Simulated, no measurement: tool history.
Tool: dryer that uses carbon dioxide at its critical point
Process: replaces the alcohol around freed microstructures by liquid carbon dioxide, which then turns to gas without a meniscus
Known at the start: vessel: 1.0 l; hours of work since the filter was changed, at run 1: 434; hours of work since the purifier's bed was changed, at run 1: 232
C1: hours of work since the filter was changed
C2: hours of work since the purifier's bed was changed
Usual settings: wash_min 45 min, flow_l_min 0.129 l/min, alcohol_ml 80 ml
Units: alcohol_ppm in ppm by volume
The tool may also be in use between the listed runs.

Run 1, hour 0.0: usual settings; C1 434; C2 232. Result: alcohol_ppm 1506 ppm by volume.
Run 2, hour 24.0: usual settings; C1 447; C2 244. Result: alcohol_ppm 1561 ppm by volume.
Run 3, hour 45.5: usual settings; C1 458; C2 255. Result: alcohol_ppm 1582 ppm by volume.
Run 4, hour 69.7: usual settings; C1 471; C2 268. Result: alcohol_ppm 1574 ppm by volume.
Run 5, hour 81.7: usual settings; C1 477; C2 274. Result: alcohol_ppm 1559 ppm by volume.
Run 6, hour 97.8: usual settings but flow_l_min 0.166 l/min; C1 485; C2 283. Result: alcohol_ppm 533 ppm by volume.
Run 7, hour 110.7: usual settings but wash_min 57 min, flow_l_min 0.166 l/min; C1 492; C2 289. Result: alcohol_ppm 190 ppm by volume.
Run 8, hour 130.7: usual settings but alcohol_ml 95 ml; C1 502; C2 300. Result: alcohol_ppm 1887 ppm by volume.
Run 9, hour 154.1: usual settings but wash_min 72 min, flow_l_min 0.196 l/min, alcohol_ml 95 ml; C1 514; C2 312. Result: alcohol_ppm 65 ppm by volume.
Run 10, hour 175.3: usual settings but wash_min 72 min, flow_l_min 0.196 l/min, alcohol_ml 95 ml; C1 525; C2 323. Result: alcohol_ppm 79 ppm by volume.
Run 11, hour 197.6: usual settings but wash_min 57 min, flow_l_min 0.196 l/min, alcohol_ml 38 ml; C1 537; C2 335. Result: alcohol_ppm 85 ppm by volume.

The same runs without the tool's hidden state, with the same run-to-run variation:
The hidden state here: flow that reaches the vessel past the clogged filter, %; alcohol in the recycled carbon dioxide, ppm; drift of the gauge itself on alcohol_ppm, %.
run  alcohol_ppm
  1         1215
  2         1252
  3         1264
  4         1249
  5         1235
  6          368
  7           99
  8         1484
  9            2
 10           16
 11           15

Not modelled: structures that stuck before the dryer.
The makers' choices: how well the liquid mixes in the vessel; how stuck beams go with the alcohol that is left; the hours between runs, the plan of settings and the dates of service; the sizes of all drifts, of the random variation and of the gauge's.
